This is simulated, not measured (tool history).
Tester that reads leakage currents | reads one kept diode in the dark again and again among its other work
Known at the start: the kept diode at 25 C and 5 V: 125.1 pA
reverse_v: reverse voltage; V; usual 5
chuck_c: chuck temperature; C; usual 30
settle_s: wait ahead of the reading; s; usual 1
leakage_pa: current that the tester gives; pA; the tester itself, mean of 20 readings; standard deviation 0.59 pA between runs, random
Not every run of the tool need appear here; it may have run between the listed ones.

run 1 day=0 | reverse_v=5 chuck_c=30 settle_s=1 | leakage_pa=208.06
run 2 day=2.258 | reverse_v=5 chuck_c=30 settle_s=1 | leakage_pa=208.01
run 3 day=6.067 | reverse_v=5 chuck_c=47 settle_s=1 | leakage_pa=810.1
run 4 day=9.433 | reverse_v=2.04 chuck_c=47 settle_s=1 | leakage_pa=498.8
run 5 day=12.588 | reverse_v=2.04 chuck_c=47 settle_s=1 | leakage_pa=497.95
run 6 day=15.496 | reverse_v=3.3 chuck_c=30 settle_s=1 | leakage_pa=167.52
run 7 day=19.212 | reverse_v=3.3 chuck_c=30 settle_s=1 | leakage_pa=166.4
run 8 day=22.967 | reverse_v=3.3 chuck_c=30 settle_s=1 | leakage_pa=167.58
run 9 day=26.296 | reverse_v=3.3 chuck_c=30 settle_s=1 | leakage_pa=167.54
run 10 day=29.554 | reverse_v=5 chuck_c=30 settle_s=0.84 | leakage_pa=212.19
run 11 day=32.929 | reverse_v=5 chuck_c=55 settle_s=1 | leakage_pa=1490.62
run 12 day=34.904 | reverse_v=5 chuck_c=55 settle_s=1 | leakage_pa=1485.14
run 13 day=38.546 | reverse_v=5 chuck_c=55 settle_s=1 | leakage_pa=1489.24
run 14 day=40.725 | reverse_v=5 chuck_c=55 settle_s=1 | leakage_pa=1489.27
run 15 day=43.858 | reverse_v=5 chuck_c=33 settle_s=1 | leakage_pa=274.53
run 16 day=45.85 | reverse_v=5 chuck_c=33 settle_s=1 | leakage_pa=275.49
run 17 day=49.012 | reverse_v=5 chuck_c=30 settle_s=1 | leakage_pa=195.31
run 18 day=52.829 | reverse_v=5 chuck_c=30 settle_s=1 | leakage_pa=195.11
run 19 day=55.583 | reverse_v=5 chuck_c=30 settle_s=1 | leakage_pa=195.54
run 20 day=59.05 | reverse_v=2.44 chuck_c=30 settle_s=0.77 | leakage_pa=131.86
run 21 day=62.621 | reverse_v=2.44 chuck_c=30 settle_s=0.77 | leakage_pa=131.6
run 22 day=65.975 | reverse_v=3.43 chuck_c=22 settle_s=8.77 | leakage_pa=79.64
run 23 day=69.617 | reverse_v=3.43 chuck_c=22 settle_s=8.77 | leakage_pa=80.22
run 24 day=72.958 | reverse_v=5 chuck_c=39 settle_s=0.37 | leakage_pa=415.66
run 25 day=75.446 | reverse_v=2.07 chuck_c=55 settle_s=4.97 | leakage_pa=853.23
run 26 day=77.879 | reverse_v=2.07 chuck_c=55 settle_s=4.97 | leakage_pa=852.15
run 27 day=79.908 | reverse_v=8.09 chuck_c=24 settle_s=5.91 | leakage_pa=155.28
run 28 day=81.867 | reverse_v=8.44 chuck_c=45 settle_s=2.92 | leakage_pa=883.53
run 29 day=85.429 | reverse_v=1.09 chuck_c=26 settle_s=0.35 | leakage_pa=61.64
run 30 day=88.942 | reverse_v=1.09 chuck_c=26 settle_s=0.35 | leakage_pa=61.7
run 31 day=91.867 | reverse_v=5 chuck_c=27 settle_s=1 | leakage_pa=155.91
run 32 day=94.312 | reverse_v=5 chuck_c=27 settle_s=1 | leakage_pa=156.6
run 33 day=98.067 | reverse_v=5 chuck_c=58 settle_s=1.09 | leakage_pa=1740.97
run 34 day=101.821 | reverse_v=2.42 chuck_c=29 settle_s=1.47 | leakage_pa=123.73
run 35 day=103.962 | reverse_v=2.42 chuck_c=29 settle_s=1.47 | leakage_pa=123.49
run 36 day=106.179 | reverse_v=15.05 chuck_c=53 settle_s=0.54 | leakage_pa=2250.91
run 37 day=109.346 | reverse_v=5 chuck_c=30 settle_s=6.33 | leakage_pa=201.49

Not shown: 1 entry that the log had between the listed runs. Between which runs, and how does the tool's hidden state differ before and after?
Runs 16 to 17: chuck's temperature calibrated (day 48.796)
  stray current of the dirty probe card, pA a volt: 0.438 -> 0.464; current scale over the true one, %: -0.49 -> -0.51; true chuck temperature over the reading, C: 1.07 -> -0.1
  measured minus no-state result, leakage_pa: +24.04 -> -0.41 pA

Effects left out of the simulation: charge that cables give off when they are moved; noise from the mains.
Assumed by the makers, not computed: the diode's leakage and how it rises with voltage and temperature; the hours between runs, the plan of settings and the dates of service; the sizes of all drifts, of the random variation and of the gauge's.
